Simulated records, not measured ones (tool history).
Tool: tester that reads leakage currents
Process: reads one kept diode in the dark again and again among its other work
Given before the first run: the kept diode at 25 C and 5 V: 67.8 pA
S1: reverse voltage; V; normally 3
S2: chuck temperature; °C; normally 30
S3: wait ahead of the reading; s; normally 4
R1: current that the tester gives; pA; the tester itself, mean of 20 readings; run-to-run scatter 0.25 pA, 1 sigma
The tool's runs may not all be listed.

| run | hour | S1 | S2 | S3 | R1 |
|---|---|---|---|---|---|
| 1 | 0 | 3 | 30 | 4 | 81.83 |
| 2 | 66.8 | 2.67 | 30 | 4 | 76.67 |
| 3 | 151.5 | 3 | 30 | 4 | 81.72 |
| 4 | 206.5 | 3 | 30 | 2.86 | 81.82 |
| 5 | 294.6 | 1.12 | 30 | 2.86 | 50.3 |
| 6 | 379.1 | 3 | 30 | 4 | 81.21 |
| 7 | 456.7 | 3 | 30 | 4 | 81.43 |
| 8 | 518.2 | 3 | 41 | 4 | 201.3 |
| 9 | 595.6 | 3 | 41 | 4 | 202.49 |
| 10 | 665.8 | 3 | 41 | 4 | 203.32 |
| 11 | 723.9 | 3 | 41 | 4 | 202.93 |
| 12 | 787.6 | 3 | 41 | 4 | 203.16 |
| 13 | 831.1 | 1.32 | 41 | 4 | 135.16 |
| 14 | 919.6 | 1.32 | 41 | 4 | 134.86 |
| 15 | 985 | 3 | 30 | 4 | 81.49 |
| 16 | 1064.7 | 3 | 30 | 0.36 | 83.58 |
| 17 | 1143.4 | 3 | 29 | 4 | 74.92 |
|  | 1245.4 | chuck's temperature calibrated |
| 18 | 1245.4 | 3 | 30 | 1.99 | 81.76 |
| 19 | 1301.8 | 2.87 | 36 | 1.15 | 132.56 |
| 20 | 1397.7 | 3.79 | 35 | 0.34 | 142.31 |
| 21 | 1493.8 | 3.79 | 35 | 0.34 | 142.78 |
| 22 | 1586.5 | 3 | 23 | 4.53 | 44.42 |
| 23 | 1645.7 | 3 | 23 | 4.53 | 44.39 |
| 24 | 1739.3 | 10.72 | 31 | 4 | 167.15 |
| 25 | 1792.1 | 12.01 | 32 | 0.8 | 196.38 |
| 26 | 1838.6 | 12.01 | 20 | 0.8 | 71.18 |
| 27 | 1937.4 | 12.01 | 20 | 0.8 | 71.33 |
| 28 | 1991.5 | 12.01 | 20 | 0.8 | 71.27 |
| 29 | 2042.3 | 12.01 | 20 | 0.8 | 71.47 |
| 30 | 2120.9 | 12.01 | 20 | 0.8 | 71.47 |
| 31 | 2216.8 | 12.01 | 20 | 0.8 | 71.28 |
| 32 | 2296.1 | 6.56 | 20 | 8.37 | 49.95 |
| 33 | 2387.4 | 6.56 | 20 | 8.37 | 49.99 |
| 34 | 2473.1 | 14.55 | 43 | 0.42 | 527.59 |

Here are 5 independent what-if runs from the current tool condition. What would each one return?
| A | 2567.8 | 15.17 | 31 | 0.52 | ? |
| B | 2567.8 | 3 | 30 | 0.83 | ? |
| C | 2567.8 | 8.45 | 30 | 2.94 | ? |
| D | 2567.8 | 1.35 | 43 | 0.42 | ? |
| E | 2567.8 | 3 | 20 | 4 | ? |

| run | R1 |
|---|---|
| A | 207.14 |
| B | 82.53 |
| C | 137.3 |
| D | 160.72 |
| E | 34.09 |
Had the tool no hidden state, the same runs would have come out as:
| run | R1 |
|---|---|
| A | 206.91 |
| B | 82.48 |
| C | 137.17 |
| D | 160.67 |
| E | 34.04 |
